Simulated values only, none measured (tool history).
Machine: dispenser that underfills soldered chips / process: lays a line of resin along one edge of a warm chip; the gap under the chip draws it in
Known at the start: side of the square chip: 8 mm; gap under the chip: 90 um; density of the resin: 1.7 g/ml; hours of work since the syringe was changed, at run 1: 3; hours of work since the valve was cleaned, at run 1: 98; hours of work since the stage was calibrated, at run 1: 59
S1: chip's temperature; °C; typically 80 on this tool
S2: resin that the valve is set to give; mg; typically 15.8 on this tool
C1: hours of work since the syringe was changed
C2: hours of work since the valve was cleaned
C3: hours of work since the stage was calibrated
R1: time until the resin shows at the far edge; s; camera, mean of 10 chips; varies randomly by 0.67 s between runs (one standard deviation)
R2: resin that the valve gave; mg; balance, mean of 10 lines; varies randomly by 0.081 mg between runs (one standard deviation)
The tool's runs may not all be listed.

run	hour	S1	S2	C1	C2	C3	R1	R2
1	0	80	15.8	3	98	59	68.6	14.68
# hour 3.9: new syringe of resin
2	4	80	15.8	0	101	62	59.9	14.6
3	10.8	77	15.8	5	106	67	81.6	14.53
# hour 12.3: new syringe of resin
# hour 18.8: dispensing valve cleaned and set on the balance
4	20.6	77	15.8	5	1	73	80.9	15.66
# hour 21.7: new syringe of resin
5	29.2	77	15.8	6	7	80	82.5	15.74
# hour 30.3: new syringe of resin
6	36.5	80	17.6	5	13	85	69.1	17.33
# hour 38.8: new syringe of resin
7	43.2	80	17.6	3	17	89	66.6	17.36
# hour 46.8: new syringe of resin
8	48.7	80	17.6	1	21	93	61.6	17.45
# hour 54.8: new syringe of resin
9	57.1	80	15.8	2	27	99	61.8	15.43
# hour 62.7: new syringe of resin
10	64	80	15.8	1	32	104	61.9	15.44
# hour 71: new syringe of resin
11	73	82	15.8	1	38	111	57.9	15.35
# hour 79.2: new syringe of resin
12	79.5	80	15.8	0	43	115	56.9	15.45
13	85.3	86	16.2	4	47	119	54	15.78
# hour 87.6: new syringe of resin
14	89.9	78	15.7	2	50	122	66.6	15.1
# hour 95.6: new syringe of resin
15	96.7	69	15.7	1	55	127	93	14.98
# hour 103.6: new syringe of resin
16	104.7	69	15.7	1	61	133	92.2	15.07
# hour 112.1: new syringe of resin
17	112.1	89	19.1	0	66	138	39.7	18.21
18	116	89	14.4	3	69	141	46	13.56
# hour 120.3: new syringe of resin
19	121.7	80	15.4	1	73	145	59.5	14.54
# hour 128.5: new syringe of resin
20	129.8	80	17.9	1	79	151	60.2	16.89
# hour 136.6: new syringe of resin
21	137	80	17.9	0	84	156	57.8	16.83
# hour 144.9: new syringe of resin
22	145.7	89	17.9	1	90	162	40.9	16.65
23	150.7	80	15.8	4	94	166	68	14.65

Forecast each of these 4 alternatives for the next run:
# hour 153.2: new syringe of resin
A	159.6	71	15.8	5	100	172	?	?
# hour 153.2: new syringe of resin
B	159.6	87	20.4	5	100	172	?	?
# hour 153.2: new syringe of resin
C	159.6	78	13.6	5	100	172	?	?
# hour 153.2: new syringe of resin
D	159.6	80	15.2	5	100	172	?	?

run	R1	R2
A	101.5	14.64
B	50.3	18.76
C	77.8	12.48
D	70.1	13.96
With the hidden condition removed and each run's random variation left untouched, the same runs would have given:
run	R1	R2
A	87.3	15.84
B	43.4	20.3
C	66	13.5
D	60	15.11
